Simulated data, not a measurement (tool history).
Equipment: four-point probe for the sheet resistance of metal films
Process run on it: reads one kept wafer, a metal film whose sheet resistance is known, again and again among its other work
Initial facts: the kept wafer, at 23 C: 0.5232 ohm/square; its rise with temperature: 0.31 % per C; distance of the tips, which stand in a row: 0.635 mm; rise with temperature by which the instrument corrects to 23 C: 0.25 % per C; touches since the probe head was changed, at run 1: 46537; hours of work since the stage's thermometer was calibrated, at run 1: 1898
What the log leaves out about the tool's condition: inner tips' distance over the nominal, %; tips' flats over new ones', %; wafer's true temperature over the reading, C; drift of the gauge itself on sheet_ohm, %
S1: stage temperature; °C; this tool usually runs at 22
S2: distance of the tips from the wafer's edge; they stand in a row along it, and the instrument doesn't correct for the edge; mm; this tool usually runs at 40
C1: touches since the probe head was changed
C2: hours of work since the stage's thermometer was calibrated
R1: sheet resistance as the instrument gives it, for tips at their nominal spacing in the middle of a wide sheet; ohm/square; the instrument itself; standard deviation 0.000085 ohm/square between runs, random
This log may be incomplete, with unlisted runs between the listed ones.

run	day	S1	S2	C1	C2	R1
1	0.000	22	40	46537	1898	0.521411
2	1.496	22	40	48026	1922	0.521651
3	2.808	22	40	49331	1944	0.521586
4	4.354	26	40	50869	1969	0.522799
5	5.617	28	40	52124	1990	0.523197
6	7.088	28	40	53590	2014	0.523284
7	8.575	28	40	55069	2039	0.523235
8	11.162	28	40	57645	2081	0.523428
9	12.862	28	40	59336	2109	0.523391
10	14.375	22	40	60840	2134	0.521708
11	16.929	22	40	63380	2176	0.521592
12	18.708	22	40	65152	2205	0.521611
13	20.625	22	40	67058	2237	0.521645
14	22.908	22	40	69329	2274	0.521671
15	24.538	22	14	70952	2301	0.522088
16	26.712	34	5	73115	2337	0.529326
17	28.388	34	5	74783	2364	0.529485
18	30.004	27	40	76392	2391	0.523081
19	32.838	20	32	79210	2437	0.520999
20	35.379	26	32	81738	2479	0.522676
21	36.888	27	32	83241	2504	0.523079
22	38.858	22	6	85200	2536	0.524782
23	40.108	22	6	86444	2557	0.524535
24	42.725	22	6	89048	2600	0.524763
25	45.317	22	26	91624	2642	0.521840
# day 47.788: stage's thermometer calibrated
26	47.821	25	6	94095	1	0.527209
27	50.496	22	9	96757	44	0.524697
28	53.158	22	9	99408	88	0.524758

Run by run, hidden condition taken away, random variation retained:
run	R1
1	0.522820
2	0.523059
3	0.522993
4	0.524192
5	0.524580
6	0.524666
7	0.524615
8	0.524802
9	0.524762
10	0.523099
11	0.522979
12	0.522994
13	0.523025
14	0.523048
15	0.523463
16	0.530656
17	0.530812
18	0.524422
19	0.522366
20	0.524014
21	0.524410
22	0.526140
23	0.525889
24	0.526115
25	0.523181
26	0.526834
27	0.524321
28	0.524376
